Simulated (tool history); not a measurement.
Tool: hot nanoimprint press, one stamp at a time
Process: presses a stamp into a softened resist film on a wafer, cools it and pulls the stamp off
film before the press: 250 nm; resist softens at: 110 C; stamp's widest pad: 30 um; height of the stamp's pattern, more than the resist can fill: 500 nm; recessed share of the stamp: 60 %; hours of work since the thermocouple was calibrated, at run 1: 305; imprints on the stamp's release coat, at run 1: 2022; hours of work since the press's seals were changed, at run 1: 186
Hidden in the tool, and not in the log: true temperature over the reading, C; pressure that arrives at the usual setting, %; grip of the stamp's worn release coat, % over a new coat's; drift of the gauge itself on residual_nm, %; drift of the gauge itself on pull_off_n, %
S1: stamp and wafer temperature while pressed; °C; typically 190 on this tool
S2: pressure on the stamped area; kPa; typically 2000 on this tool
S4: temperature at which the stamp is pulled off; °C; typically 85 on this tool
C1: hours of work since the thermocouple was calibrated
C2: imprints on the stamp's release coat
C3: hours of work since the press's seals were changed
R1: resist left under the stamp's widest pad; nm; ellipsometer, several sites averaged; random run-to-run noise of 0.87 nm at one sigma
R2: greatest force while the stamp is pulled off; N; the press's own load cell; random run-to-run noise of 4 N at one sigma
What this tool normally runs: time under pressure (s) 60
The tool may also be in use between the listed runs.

Run 1, day 0: usual settings; C1 305; C2 2022; C3 186. Result: R1 142.5 nm, R2 202 N.
Run 2, day 0.367: usual settings; C1 308; C2 2034; C3 190. Result: R1 142.1 nm, R2 203 N.
Run 3, day 0.95: usual settings; C1 314; C2 2052; C3 195. Result: R1 142.1 nm, R2 206 N.
Run 4, day 1.396: usual settings; C1 319; C2 2066; C3 200. Result: R1 143.2 nm, R2 199 N.
Run 5, day 1.979: usual settings; C1 324; C2 2085; C3 205. Result: R1 142.3 nm, R2 198 N.
Run 6, day 2.438: usual settings; C1 329; C2 2099; C3 210. Result: R1 143.6 nm, R2 198 N.
Run 7, day 2.796: usual settings but S1 202 °C; C1 332; C2 2111; C3 213. Result: R1 83.4 nm, R2 206 N.
Run 8, day 3.221: usual settings but S1 202 °C; C1 336; C2 2124; C3 218. Result: R1 84 nm, R2 201 N.
Run 9, day 3.771: usual settings but S1 202 °C; C1 342; C2 2142; C3 223. Result: R1 83.5 nm, R2 203 N.
Run 10, day 4.338: usual settings but S1 202 °C; C1 347; C2 2160; C3 228. Result: R1 84.3 nm, R2 194 N.
Run 11, day 4.979: usual settings but S1 202 °C, S4 77 °C; C1 354; C2 2180; C3 235. Result: R1 83.1 nm, R2 238 N.
Run 12, day 5.588: usual settings but S1 202 °C, time under pressure (s) 95, S4 90 °C; C1 360; C2 2200; C3 241. Result: R1 66.5 nm, R2 180 N.
Run 13, day 6.158: usual settings but S1 181 °C, S2 2870 kPa, time under pressure (s) 103, S4 82 °C; C1 365; C2 2218; C3 246. Result: R1 154.4 nm, R2 215 N.
Run 14, day 6.679: usual settings but S1 181 °C, S2 2870 kPa, time under pressure (s) 103, S4 82 °C; C1 370; C2 2234; C3 252. Result: R1 155.3 nm, R2 216 N.
Run 15, day 7.167: usual settings but S1 181 °C, S2 2870 kPa, time under pressure (s) 37, S4 82 °C; C1 375; C2 2250; C3 256. Result: R1 196.4 nm, R2 214 N.
At day 7.521: stamp cleaned and given a new release coat.
Run 16, day 7.792: usual settings but S2 1340 kPa, time under pressure (s) 31; C1 379; C2 9; C3 260. Result: R1 192 nm, R2 194 N.
Run 17, day 8.183: usual settings but S2 1700 kPa, time under pressure (s) 67, S4 84 °C; C1 383; C2 21; C3 264. Result: R1 145.5 nm, R2 205 N.

Below are 5 alternative next runs, each starting from the tool's condition after run 17. Predict each:
Run A, day 8.621: usual settings but S2 2150 kPa, time under pressure (s) 45, S4 84 °C; C1 387; C2 35; C3 268. Result: R1 ?, R2 ?.
Run B, day 8.621: usual settings but S2 1700 kPa, time under pressure (s) 67, S4 83 °C; C1 387; C2 35; C3 268. Result: R1 ?, R2 ?.
Run C, day 8.621: usual settings but S1 181 °C; C1 387; C2 35; C3 268. Result: R1 ?, R2 ?.
Run D, day 8.621: usual settings but S2 1700 kPa, time under pressure (s) 38, S4 73 °C; C1 387; C2 35; C3 268. Result: R1 ?, R2 ?.
Run E, day 8.621: usual settings but S2 1700 kPa, time under pressure (s) 71, S4 84 °C; C1 387; C2 35; C3 268. Result: R1 ?, R2 ?.

run     R1   R2
  A  152.7  200
  B  143.7  202
  C  193.1  196
  D  171.9  249
  E  143.5  200
The same runs, with their run-to-run variation unchanged, on a tool lacking any hidden condition would have given:
run     R1   R2
  A  152.5  200
  B  143.5  202
  C  192.9  196
  D  171.7  249
  E  143.3  200
